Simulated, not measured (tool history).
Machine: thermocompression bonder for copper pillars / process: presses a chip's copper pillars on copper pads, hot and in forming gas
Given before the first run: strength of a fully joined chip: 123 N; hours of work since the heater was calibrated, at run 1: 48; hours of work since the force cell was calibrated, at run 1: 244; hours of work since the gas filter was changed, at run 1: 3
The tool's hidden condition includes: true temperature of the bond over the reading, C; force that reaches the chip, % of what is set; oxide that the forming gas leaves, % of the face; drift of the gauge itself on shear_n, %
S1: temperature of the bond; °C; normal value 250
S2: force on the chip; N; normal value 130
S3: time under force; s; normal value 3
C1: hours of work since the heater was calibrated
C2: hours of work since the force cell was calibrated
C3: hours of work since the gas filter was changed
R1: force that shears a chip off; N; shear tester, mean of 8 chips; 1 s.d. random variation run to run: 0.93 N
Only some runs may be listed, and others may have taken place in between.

run	hour	S1	S2	S3	C1	C2	C3	R1
1	0	250	130	3	48	244	3	78.3
2	12.5	250	130	3	57	254	12	79.2
3	25.8	250	128	3	67	263	22	76.6
4	33.2	250	130	2	72	269	27	66.4
5	44.1	250	130	2	80	277	35	66.9
6	58.4	250	130	3	91	287	46	74
7	70.1	250	130	3	99	296	54	74.1
8	81.6	250	130	3	108	304	63	73.6
9	93.9	243	130	3	117	313	72	64.6
10	100.4	250	130	3	121	318	76	70.4
11	113.9	250	81	3	131	328	86	47.4
12	127	250	187	3	141	337	96	88.8
13	138.1	250	187	3	149	345	104	87.9
14	150.9	275	187	3	158	355	113	101.7
15	157.6	250	130	3	163	360	118	68.5
# hour 166.5: forming gas filter changed
16	171.8	250	130	3	173	370	4	75
17	178.3	250	130	3	178	374	9	74.9
18	191.3	250	130	3	187	384	18	75.6
19	203.3	250	130	3	196	393	27	73.7
# hour 206.1: heater calibrated with a thermocouple chip
20	214.2	250	130	3	6	399	33	73.3
21	221.3	234	104	6	11	404	39	58.3
# hour 230.1: heater calibrated with a thermocouple chip, once more
22	235	234	104	6	4	413	47	64.6
23	246.6	250	130	2	12	421	56	66.8
24	255.4	226	128	4	18	428	62	57.6

For run 25, what comes out?
25	264.8	232	134	5	25	435	69	?

{"run 25": {"R1": 69.1}}
With no hidden state in the tool, this same run would have given R1 72.4 N.
